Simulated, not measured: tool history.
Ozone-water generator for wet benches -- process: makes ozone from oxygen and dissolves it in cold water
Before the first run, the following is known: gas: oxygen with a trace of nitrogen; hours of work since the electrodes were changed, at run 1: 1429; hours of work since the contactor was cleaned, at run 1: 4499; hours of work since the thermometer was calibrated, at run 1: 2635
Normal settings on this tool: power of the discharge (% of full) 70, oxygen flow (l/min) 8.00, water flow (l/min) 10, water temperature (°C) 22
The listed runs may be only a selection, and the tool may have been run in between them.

run,hour,power of the discharge (% of full),oxygen flow (l/min),water flow (l/min),water temperature (°C),hours of work since the electrodes were changed,hours of work since the contactor was cleaned,hours of work since the thermometer was calibrated,dissolved ozone (ppm),ozone in the gas ahead of the water (g/m3)
1,0.0,70,8.00,10,22,1429,4499,2635,21.7,168.8
2,32.4,70,8.00,10,22,1459,4529,2665,21.5,166.4
3,69.8,78,8.00,10,22,1493,4564,2700,23.1,181.9
4,111.7,78,8.00,10,22,1532,4602,2739,23.3,181.2
5,156.6,70,8.00,8,22,1574,4644,2780,23.7,168.3
6,199.4,70,8.00,8,21,1613,4683,2820,24.6,167.0
7,239.8,70,8.00,8,21,1651,4721,2857,24.3,167.3
8,273.8,70,8.00,8,21,1682,4752,2889,24.4,167.0
9,318.9,70,6.02,10,22,1724,4794,2930,23.2,200.9
10,344.1,70,6.02,10,22,1747,4817,2954,23.3,198.3
11,376.2,70,8.00,10,22,1777,4847,2983,21.4,166.5
12,419.8,70,8.00,10,22,1817,4888,3024,21.3,167.5
13,444.9,70,8.00,10,22,1840,4911,3047,21.0,168.0
14,482.4,70,8.00,6,22,1875,4945,3082,26.9,168.3
15,520.4,70,8.00,15,22,1910,4981,3117,16.6,166.1
# hour 524.1: water thermometer calibrated
16,566.9,70,8.00,15,22,1953,5023,40,16.5,168.2
17,602.4,70,8.00,6,16,1986,5056,72,31.1,165.6
# hour 636.2: water thermometer calibrated, once more
18,641.0,70,8.00,6,16,2021,5091,4,31.6,167.2
19,667.2,67,4.37,6,17,2045,5116,29,36.9,233.7
20,709.3,46,8.93,6,22,2084,5155,68,18.0,111.6
21,756.0,93,13.59,6,16,2127,5198,111,30.4,149.2
22,778.5,42,6.91,7,19,2148,5219,132,19.2,122.8
23,819.4,95,8.00,6,30,2186,5256,170,27.1,211.7
24,870.6,95,8.00,6,30,2233,5304,217,27.2,210.6
25,902.6,95,8.00,6,30,2263,5333,247,27.0,209.1
26,937.1,96,7.35,7,16,2295,5365,279,38.3,222.8
27,980.6,88,7.35,10,16,2335,5406,319,29.4,209.4
28,1026.5,88,7.35,10,16,2378,5448,361,29.3,207.8
29,1071.2,70,6.30,13,22,2419,5490,403,19.0,191.7
30,1095.4,70,8.00,10,16,2441,5512,425,23.9,166.3
31,1128.8,92,8.00,10,16,2472,5543,456,29.0,203.5
32,1173.9,92,8.00,10,16,2514,5585,498,29.8,203.8

Measured minus without-hidden-state, run by run (identical run-to-run variation in each term; gauge scatter may differ):
Hidden state present: yield of the discharge, % of new electrodes'; contactor's efficiency, % of a clean one's; true water temperature over the reading, C; drift of the gauge itself on ozone_ppm, %; drift of the gauge itself on gas_g_m3, %.
run,dissolved ozone (ppm),ozone in the gas ahead of the water (g/m3)
1,-1.8,-2.8
2,-1.8,-2.8
3,-2.0,-3.5
4,-2.1,-3.6
5,-2.0,-3.2
6,-2.1,-3.2
7,-2.1,-3.4
8,-2.1,-3.5
9,-2.2,-4.3
10,-2.3,-4.3
11,-2.1,-3.7
12,-2.1,-3.9
13,-2.1,-3.9
14,-2.4,-4.0
15,-1.8,-4.1
16,-1.8,-4.2
17,-2.9,-4.3
18,-2.9,-4.5
19,-3.4,-6.1
20,-1.5,-2.1
21,-3.1,-5.2
22,-1.7,-2.1
23,-2.9,-7.7
24,-2.9,-7.9
25,-2.9,-7.9
26,-4.4,-8.7
27,-3.5,-7.9
28,-3.6,-8.0
29,-2.3,-6.4
30,-2.9,-5.6
31,-3.7,-8.5
32,-3.9,-8.7
